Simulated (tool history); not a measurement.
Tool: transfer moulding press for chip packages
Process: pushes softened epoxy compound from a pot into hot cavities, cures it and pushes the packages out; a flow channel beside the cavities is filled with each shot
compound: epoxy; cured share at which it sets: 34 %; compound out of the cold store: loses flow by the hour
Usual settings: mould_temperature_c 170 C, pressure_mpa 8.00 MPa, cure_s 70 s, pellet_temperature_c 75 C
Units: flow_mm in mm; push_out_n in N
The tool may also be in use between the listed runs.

run	day	mould_temperature_c	pressure_mpa	cure_s	pellet_temperature_c	incoming compound's hours out of the cold store	flow_mm	push_out_n
1	0.000	170	8.00	70	75	9.7	778	630
2	0.642	170	8.00	70	72	18.9	735	676
# day 1.112: cavities cleaned with cleaning compound and waxed
3	1.338	170	8.00	70	72	40.5	655	824
4	1.900	170	8.00	70	72	18.5	731	818
# day 2.338: cavities cleaned with cleaning compound and waxed, once more
# day 2.442: plunger's sealing rings changed
5	2.729	170	8.95	70	75	22.3	778	516
6	3.300	170	8.95	70	75	32.8	741	571
7	4.042	170	8.95	70	75	19.4	790	639
8	4.458	170	8.00	70	75	37.4	673	653
# day 5.038: cavities cleaned with cleaning compound and waxed
9	5.208	170	8.00	70	75	35.5	682	524
10	5.612	170	8.00	70	75	43.7	655	527
11	6.388	170	8.00	70	75	17.8	750	590
12	6.954	170	8.00	76	75	22.1	731	655
13	7.471	170	8.00	76	75	27.1	710	650
# day 7.650: cavities cleaned with cleaning compound and waxed
14	8.175	170	8.00	70	75	29.4	704	536
15	8.771	170	8.38	86	70	30.4	706	550
16	9.408	170	8.24	70	81	32.2	697	628
17	10.171	170	8.24	70	81	38.5	678	643
# day 10.279: cavities cleaned with cleaning compound and waxed
18	10.692	168	7.47	69	75	16.8	722	534
19	11.225	170	8.00	53	75	33.1	682	816
20	11.654	174	7.72	53	76	33.1	661	677
21	12.354	170	8.89	70	65	32.0	723	645
# day 12.904: cavities cleaned with cleaning compound and waxed
22	12.983	175	7.05	64	84	9.0	711	451
23	13.458	166	8.11	64	84	41.0	665	651
# day 14.092: plunger's sealing rings changed
24	14.354	166	6.44	96	67	32.4	639	584
25	14.933	172	7.53	96	74	29.6	685	611
26	15.492	163	7.53	62	85	40.2	660	1055
# day 15.608: cavities cleaned with cleaning compound and waxed
27	16.038	163	6.43	70	75	15.8	697	719
28	16.404	177	6.09	70	75	20.9	638	519

Measured less the same run without the tool's hidden state. The same run-to-run variation is in both; the gauge's scatter may not be:
The hidden state here: true mould temperature over the reading, C; pressure that reaches the compound, % of what is set; grip of the stained cavities, % over clean ones'; drift of the gauge itself on flow_mm, %; drift of the gauge itself on push_out_n, %.
run	flow_mm	push_out_n
1	-24	+147
2	-24	+187
3	-23	+349
4	-27	+330
5	-7	+31
6	-8	+95
7	-11	+157
8	-10	+179
9	-12	+23
10	-12	+68
11	-16	+130
12	-17	+178
13	-17	+195
14	-18	+55
15	-20	+117
16	-21	+157
17	-22	+189
18	-25	+27
19	-25	+83
20	-25	+122
21	-29	+172
22	-30	+3
23	-28	+37
24	-4	+139
25	-6	+176
26	-6	+237
27	-9	+13
28	-8	+95

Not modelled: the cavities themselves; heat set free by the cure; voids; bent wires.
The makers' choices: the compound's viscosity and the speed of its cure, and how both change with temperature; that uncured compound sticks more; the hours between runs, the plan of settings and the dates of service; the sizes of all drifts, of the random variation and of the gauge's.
